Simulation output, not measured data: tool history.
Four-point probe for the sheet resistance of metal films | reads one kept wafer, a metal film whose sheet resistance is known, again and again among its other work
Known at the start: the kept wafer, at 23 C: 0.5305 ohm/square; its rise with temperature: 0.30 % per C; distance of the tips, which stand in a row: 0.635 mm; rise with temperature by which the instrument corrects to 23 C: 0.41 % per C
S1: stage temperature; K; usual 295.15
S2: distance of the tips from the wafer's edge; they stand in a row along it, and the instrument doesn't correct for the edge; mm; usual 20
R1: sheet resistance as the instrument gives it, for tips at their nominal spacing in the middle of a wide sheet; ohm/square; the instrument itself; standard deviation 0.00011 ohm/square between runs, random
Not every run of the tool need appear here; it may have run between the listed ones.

run 1 day=0.000 | S1=295.15 S2=20 | R1=0.536554
run 2 day=1.167 | S1=295.15 S2=11 | R1=0.537116
run 3 day=2.192 | S1=295.15 S2=21 | R1=0.536541
run 4 day=3.538 | S1=295.15 S2=21 | R1=0.536754
run 5 day=4.708 | S1=295.15 S2=3 | R1=0.549272
run 6 day=5.454 | S1=297.15 S2=20 | R1=0.535839
run 7 day=6.829 | S1=297.15 S2=20 | R1=0.535828
run 8 day=7.462 | S1=304.15 S2=20 | R1=0.532105
run 9 day=8.375 | S1=304.15 S2=20 | R1=0.532175
run 10 day=9.779 | S1=304.15 S2=20 | R1=0.532365
run 11 day=10.504 | S1=295.15 S2=29 | R1=0.537166
run 12 day=11.538 | S1=295.15 S2=20 | R1=0.537227
run 13 day=12.408 | S1=302.15 S2=27 | R1=0.533353
run 14 day=13.479 | S1=299.15 S2=11 | R1=0.535700
run 15 day=14.671 | S1=298.15 S2=24 | R1=0.535803
run 16 day=15.329 | S1=298.15 S2=24 | R1=0.535796
run 17 day=16.079 | S1=306.15 S2=71 | R1=0.531486
run 18 day=17.246 | S1=295.15 S2=11 | R1=0.538230
run 19 day=18.062 | S1=308.15 S2=4 | R1=0.537518
run 20 day=18.892 | S1=298.15 S2=4 | R1=0.543013
run 21 day=19.492 | S1=298.15 S2=4 | R1=0.543052
run 22 day=20.312 | S1=301.15 S2=43 | R1=0.534224
run 23 day=21.688 | S1=301.15 S2=9 | R1=0.535784

Here are 4 independent what-if runs from the current tool condition. What would each one return?
run A day=22.788 | S1=295.15 S2=9 | R1=?
run B day=22.788 | S1=301.15 S2=3 | R1=?
run C day=22.788 | S1=301.15 S2=4 | R1=?
run D day=22.788 | S1=296.15 S2=41 | R1=?

run=A R1=0.539038
run=B R1=0.546829
run=C R1=0.541708
run=D R1=0.537188
With the hidden condition removed and each run's random variation left untouched, the same runs would have given:
run=A R1=0.532390
run=B R1=0.540106
run=C R1=0.535042
run=D R1=0.530563
